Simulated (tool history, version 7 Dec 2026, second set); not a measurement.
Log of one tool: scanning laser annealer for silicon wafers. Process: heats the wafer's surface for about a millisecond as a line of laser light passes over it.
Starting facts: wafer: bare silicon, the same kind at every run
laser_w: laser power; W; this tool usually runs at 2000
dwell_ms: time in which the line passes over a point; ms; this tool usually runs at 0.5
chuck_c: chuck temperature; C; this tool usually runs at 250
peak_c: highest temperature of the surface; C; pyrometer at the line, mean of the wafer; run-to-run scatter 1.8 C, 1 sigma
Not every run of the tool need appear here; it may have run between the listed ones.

{"run": 1, "day": 0.0, "laser_w": 2000, "dwell_ms": 0.5, "chuck_c": 250, "peak_c": 1045}
{"run": 2, "day": 1.471, "laser_w": 2000, "dwell_ms": 0.5, "chuck_c": 250, "peak_c": 1043}
{"run": 3, "day": 2.575, "laser_w": 2134, "dwell_ms": 0.5, "chuck_c": 250, "peak_c": 1101}
{"run": 4, "day": 3.604, "laser_w": 2000, "dwell_ms": 0.5, "chuck_c": 250, "peak_c": 1044}
{"run": 5, "day": 5.442, "laser_w": 2000, "dwell_ms": 0.604, "chuck_c": 250, "peak_c": 1135}
{"run": 6, "day": 6.667, "laser_w": 2000, "dwell_ms": 0.5, "chuck_c": 253, "peak_c": 1048}
{"run": 7, "day": 8.792, "laser_w": 2050, "dwell_ms": 0.5, "chuck_c": 250, "peak_c": 1067}
{"run": 8, "day": 9.733, "laser_w": 2050, "dwell_ms": 0.5, "chuck_c": 250, "peak_c": 1062}
{"run": 9, "day": 10.717, "laser_w": 1862, "dwell_ms": 0.394, "chuck_c": 246, "peak_c": 886}
{"run": 10, "day": 12.267, "laser_w": 1862, "dwell_ms": 0.394, "chuck_c": 246, "peak_c": 886}
{"run": 11, "day": 13.317, "laser_w": 1777, "dwell_ms": 0.486, "chuck_c": 259, "peak_c": 938}
{"run": 12, "day": 15.017, "laser_w": 1777, "dwell_ms": 0.486, "chuck_c": 259, "peak_c": 942}
{"run": 13, "day": 16.546, "laser_w": 1777, "dwell_ms": 0.537, "chuck_c": 259, "peak_c": 980}
{"run": 14, "day": 18.504, "laser_w": 1747, "dwell_ms": 0.5, "chuck_c": 275, "peak_c": 955}
{"run": 15, "day": 20.154, "laser_w": 1747, "dwell_ms": 0.5, "chuck_c": 275, "peak_c": 954}
{"run": 16, "day": 22.188, "laser_w": 1747, "dwell_ms": 0.5, "chuck_c": 275, "peak_c": 956}

Each row is a separate what-if for the run after 16, all from the same tool condition, not one after another. Results?
{"run": "A", "day": 23.338, "laser_w": 1858, "dwell_ms": 0.606, "chuck_c": 243, "peak_c": "?"}
{"run": "B", "day": 23.338, "laser_w": 2012, "dwell_ms": 0.597, "chuck_c": 250, "peak_c": "?"}
{"run": "C", "day": 23.338, "laser_w": 1747, "dwell_ms": 0.5, "chuck_c": 254, "peak_c": "?"}
{"run": "D", "day": 23.338, "laser_w": 2000, "dwell_ms": 0.418, "chuck_c": 250, "peak_c": "?"}
{"run": "E", "day": 23.338, "laser_w": 1931, "dwell_ms": 0.561, "chuck_c": 275, "peak_c": "?"}

run=A peak_c=1057
run=B peak_c=1134
run=C peak_c=936
run=D peak_c=965
run=E peak_c=1086
What these runs would have given with no unlogged condition in the tool:
run=A peak_c=1057
run=B peak_c=1134
run=C peak_c=937
run=D peak_c=966
run=E peak_c=1087

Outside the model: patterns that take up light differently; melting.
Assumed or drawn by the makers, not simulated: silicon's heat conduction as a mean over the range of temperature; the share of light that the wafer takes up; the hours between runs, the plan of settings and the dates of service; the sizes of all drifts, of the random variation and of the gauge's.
